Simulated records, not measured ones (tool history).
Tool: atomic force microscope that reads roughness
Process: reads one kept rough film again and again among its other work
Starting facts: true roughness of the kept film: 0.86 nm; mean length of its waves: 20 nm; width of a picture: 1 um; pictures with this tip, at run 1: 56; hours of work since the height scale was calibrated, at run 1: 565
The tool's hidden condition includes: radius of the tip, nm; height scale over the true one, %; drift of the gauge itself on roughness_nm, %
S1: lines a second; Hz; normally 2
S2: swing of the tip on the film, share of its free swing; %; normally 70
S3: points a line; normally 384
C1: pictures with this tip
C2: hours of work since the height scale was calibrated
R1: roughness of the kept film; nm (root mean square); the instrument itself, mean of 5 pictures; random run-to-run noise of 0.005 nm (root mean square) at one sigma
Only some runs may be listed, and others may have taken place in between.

run    hour    S1  S2   S3   C1    C2     R1
  1       0     2  70  384   56   565  0.731
  2    38.9     2  70  384  119   590  0.722
  3    69.3     2  70  384  169   610  0.746
       73.1  -- new tip fitted
  4   112.5     2  70  384   65   638  0.736
  5   151.4     2  70  384  128   663  0.724
      181.7  -- new tip fitted
  6   185.4     2  70  384    6   685  0.732
  7   234.6     2  70  742   87   717   0.74
  8   257.8     2  70  742  124   732  0.742
      290.9  -- new tip fitted
  9   301.6     2  70  591   17   760  0.736
 10   336.8     2  70  384   75   783  0.725
 11   385.6     2  71  384  154   815  0.724
      398.4  -- new tip fitted
 12   434.6  0.61  70  384   59   846  0.781
 13   471.8  2.74  70  384  119   870  0.701
      504.7  -- new tip fitted
 14     515  2.74  70  384   16   898  0.707
 15   561.6     2  70  384   93   928  0.731
 16   587.1     2  70  384  134   945  0.733
        612  -- new tip fitted
 17   625.3     2  70  384   22   970  0.729
 18   658.8     2  87  316   77   991  0.631
 19   694.4  2.88  59  349  135  1014  0.752
        720  -- new tip fitted
 20   725.5  2.74  58  697    9  1034  0.768
 21   756.5  2.74  58  697   59  1054  0.767
 22   795.6     2  71  384  123  1080  0.722
      827.9  -- new tip fitted
 23   837.9  1.95  81  269   17  1107  0.671
 24   867.4  0.66  57  364   65  1126  0.794
 25   890.9  2.63  57  298  103  1142  0.752
      935.6  -- new tip fitted
 26   936.2  1.09  70  384    1  1171  0.769
 27   960.9  0.57  55  329   41  1187  0.794
 28  1009.2  1.92  58  384  120  1218  0.769
 29  1034.7  1.92  58  384  162  1235  0.772
     1044.2  -- new tip fitted
 30  1068.5  2.74  84  377   40  1256  0.614
 31  1114.4  2.74  84  377  115  1286  0.615
 32    1136     2  59  279  150  1300   0.76
     1151.8  -- new tip fitted
 33  1159.9  0.67  68  279   14  1315  0.773

Branching from run 33: 5 alternative next runs. What would each branch give?
  A  1185.6  1.32  64  459  56  1332   ?
  B  1185.6  0.84  71  279  56  1332   ?
  C  1185.6  2.41  86  373  56  1332   ?
  D  1185.6  0.67  68  343  56  1332   ?
  E  1185.6  2.39  59  336  56  1332   ?

run     R1
  A  0.768
  B  0.755
  C  0.621
  D  0.785
  E  0.749
Take away the tool's hidden state, keep each run's random variation, and the runs would have read:
run     R1
  A  0.771
  B  0.758
  C  0.623
  D  0.788
  E  0.751
